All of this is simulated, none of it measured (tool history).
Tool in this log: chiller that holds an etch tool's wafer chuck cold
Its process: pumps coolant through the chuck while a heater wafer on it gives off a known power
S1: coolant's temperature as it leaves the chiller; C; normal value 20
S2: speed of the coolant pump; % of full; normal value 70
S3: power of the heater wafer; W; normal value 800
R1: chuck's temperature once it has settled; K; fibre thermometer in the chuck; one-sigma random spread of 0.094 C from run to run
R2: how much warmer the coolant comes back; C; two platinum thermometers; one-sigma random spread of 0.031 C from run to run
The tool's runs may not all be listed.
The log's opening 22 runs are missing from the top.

Run 23, hour 1034.6: usual settings but S1 12 C, S2 66 % of full, S3 709 W. Result: R1 290.64 K, R2 2.05 C.
Run 24, hour 1069.7: usual settings but S1 29 C, S2 64 % of full, S3 709 W. Result: R1 307.77 K, R2 2.11 C.
Run 25, hour 1114.5: usual settings but S1 13 C, S2 64 % of full, S3 709 W. Result: R1 291.85 K, R2 2.10 C.
Run 26, hour 1152.2: usual settings but S1 13 C, S2 64 % of full, S3 709 W. Result: R1 291.63 K, R2 2.12 C.
Run 27, hour 1205.0: usual settings but S1 16 C, S2 68 % of full, S3 650 W. Result: R1 294.19 K, R2 1.88 C.
Run 28, hour 1265.4: usual settings but S1 16 C, S2 68 % of full, S3 421 W. Result: R1 292.26 K, R2 1.19 C.
Run 29, hour 1327.6: usual settings but S1 17 C, S2 89 % of full. Result: R1 295.25 K, R2 1.71 C.
Run 30, hour 1374.2: usual settings but S1 17 C, S2 89 % of full. Result: R1 295.40 K, R2 1.68 C.
Run 31, hour 1442.7: usual settings but S1 23 C, S2 98 % of full, S3 1106 W. Result: R1 302.94 K, R2 2.09 C.
Run 32, hour 1501.4: usual settings but S1 23 C, S2 98 % of full, S3 1106 W. Result: R1 302.91 K, R2 2.19 C.

Forecast each of these 4 alternatives for the next run:
Run A, hour 1541.9: usual settings but S1 16 C, S2 72 % of full. Result: R1 ?, R2 ?.
Run B, hour 1541.9: usual settings but S1 21 C, S2 90 % of full, S3 529 W. Result: R1 ?, R2 ?.
Run C, hour 1541.9: usual settings but S1 23 C, S2 97 % of full, S3 763 W. Result: R1 ?, R2 ?.
Run D, hour 1541.9: usual settings but S2 95 % of full. Result: R1 ?, R2 ?.

run      R1    R2
  A  295.18  2.11
  B  297.50  1.17
  C  300.84  1.51
  D  298.16  1.58
Stripped of hidden state, with their random variation kept, the same runs would have yielded:
run      R1    R2
  A  294.72  2.02
  B  297.26  1.12
  C  300.48  1.45
  D  297.78  1.51
